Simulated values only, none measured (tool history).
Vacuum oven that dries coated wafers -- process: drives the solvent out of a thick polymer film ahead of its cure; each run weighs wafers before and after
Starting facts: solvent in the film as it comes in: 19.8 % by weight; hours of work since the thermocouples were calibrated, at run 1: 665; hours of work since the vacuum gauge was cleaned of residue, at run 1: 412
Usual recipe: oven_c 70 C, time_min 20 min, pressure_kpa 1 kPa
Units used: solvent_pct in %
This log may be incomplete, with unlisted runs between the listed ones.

run	hour	oven_c	time_min	pressure_kpa	hours of work since the thermocouples were calibrated	hours of work since the vacuum gauge was cleaned of residue	solvent_pct
1	0	70	20	1	665	412	3.36
2	9	70	20	1	671	417	3.43
3	29.8	70	20	1	683	430	3.35
4	39.4	70	20	1	689	435	3.35
5	58.4	70	20	1	700	446	3.53
6	68.5	70	20	1	706	452	3.43
7	83.9	70	20	1	715	461	3.57
8	94.2	70	13	1	721	468	5.76
9	107.2	70	13	1	729	475	5.72
10	122.8	70	13	1	738	484	5.73
11	131.5	70	13	1	743	490	5.85
12	147.6	70	13	1	752	499	5.74
13	157.5	70	13	1	758	505	5.86
14	174.1	70	20	2.12	768	515	4.01
15	189	80	22	2.73	777	523	1.66
16	203.2	70	25	3.73	785	532	4.1
17	216.3	70	26	3.73	793	540	3.9
18	237.5	56	13	1	805	552	10.79
19	250.7	57	18	1.29	813	560	9.05
20	262.7	59	18	1	820	567	8.01
21	271.8	69	18	1	826	572	4.47
22	280.3	70	12	1	831	577	6.42
23	295.1	70	16	2.1	839	586	5.13
24	314.3	77	23	1.43	851	597	1.49
25	328.4	70	20	1.19	859	606	3.62
26	340.7	79	29	1.12	866	613	0.78
27	350.7	79	29	1.12	872	619	0.8
28	370.4	71	30	1.91	884	630	2.26

Predict each of these 3 candidate next runs independently; none follows another, all start after run 28:
A	380.1	59	20	1	890	636	?
B	380.1	71	19	1.91	890	636	?
C	380.1	79	11	0.58	890	636	?

run	solvent_pct
A	7.64
B	3.97
C	3.63
Stripped of hidden state, with their random variation kept, the same runs would have yielded:
run	solvent_pct
A	6.7
B	3.24
C	2.96
